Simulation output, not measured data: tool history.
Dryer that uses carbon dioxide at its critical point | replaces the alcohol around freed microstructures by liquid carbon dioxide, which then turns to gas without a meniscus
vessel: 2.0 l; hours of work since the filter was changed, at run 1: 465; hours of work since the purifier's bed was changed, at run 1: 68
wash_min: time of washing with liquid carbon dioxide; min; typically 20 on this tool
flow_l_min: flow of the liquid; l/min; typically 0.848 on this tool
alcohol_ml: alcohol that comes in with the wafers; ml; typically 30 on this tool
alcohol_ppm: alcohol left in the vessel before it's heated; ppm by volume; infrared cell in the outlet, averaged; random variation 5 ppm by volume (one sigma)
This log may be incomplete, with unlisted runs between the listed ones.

run	day	wash_min	flow_l_min	alcohol_ml	hours of work since the filter was changed	hours of work since the purifier's bed was changed	alcohol_ppm
1	0	20	0.848	30	465	68	89
2	0.312	20	0.848	30	468	71	85
3	0.796	16	0.848	30	473	76	223
4	1.254	20	0.848	30	477	81	94
5	1.867	20	1.02	30	483	87	37
6	2.475	20	1.02	30	489	93	40
7	3.017	20	1.02	30	495	98	35
8	3.521	20	1.02	30	499	103	28
9	4.042	29	1.02	30	505	108	30
10	4.454	29	1.02	30	509	112	17
11	5.017	29	1.02	30	514	117	25
12	5.596	29	1.02	30	520	123	15
13	5.971	20	1.381	30	523	127	20
14	6.35	20	1.381	30	527	130	22
# day 6.538: inlet filter changed
15	6.75	20	1.381	30	2	134	14
16	7.104	20	0.848	114	6	137	131
17	7.708	20	0.848	43	11	143	67
18	8.3	14	0.848	43	17	149	328
19	8.938	14	0.848	43	24	155	316
20	9.379	17	0.848	41	28	160	143
21	9.967	20	0.848	90	34	165	129
22	10.3	20	0.848	90	37	169	116
23	10.654	20	0.848	48	40	172	75
24	10.992	17	0.848	30	44	175	109
25	11.271	26	0.598	32	46	178	93
26	11.746	13	0.597	30	51	183	1056
27	12.329	25	1.038	61	57	189	30
28	12.688	24	0.661	59	60	192	150
29	13.188	16	0.781	118	65	197	761
30	13.717	31	0.851	28	70	202	30
31	14.008	17	0.852	83	73	205	273
32	14.654	17	0.852	83	79	211	272
33	15.246	12	0.848	30	85	217	443
34	15.85	12	0.581	28	91	223	1344
35	16.212	17	1.405	41	95	227	27
36	16.775	24	1.271	71	100	232	20
37	17.35	20	1.143	30	106	238	38
38	17.946	20	1.143	30	112	244	38

Alternative continuations, all from the tool just after run 38; predict every row:
A	18.258	20	0.848	27	115	247	?
B	18.258	13	0.691	50	115	247	?
C	18.258	26	0.638	57	115	247	?
D	18.258	22	1.21	30	115	247	?

run	alcohol_ppm
A	70
B	1143
C	130
D	22
With no hidden state in the tool, these same runs would have given:
run	alcohol_ppm
A	40
B	1007
C	90
D	0
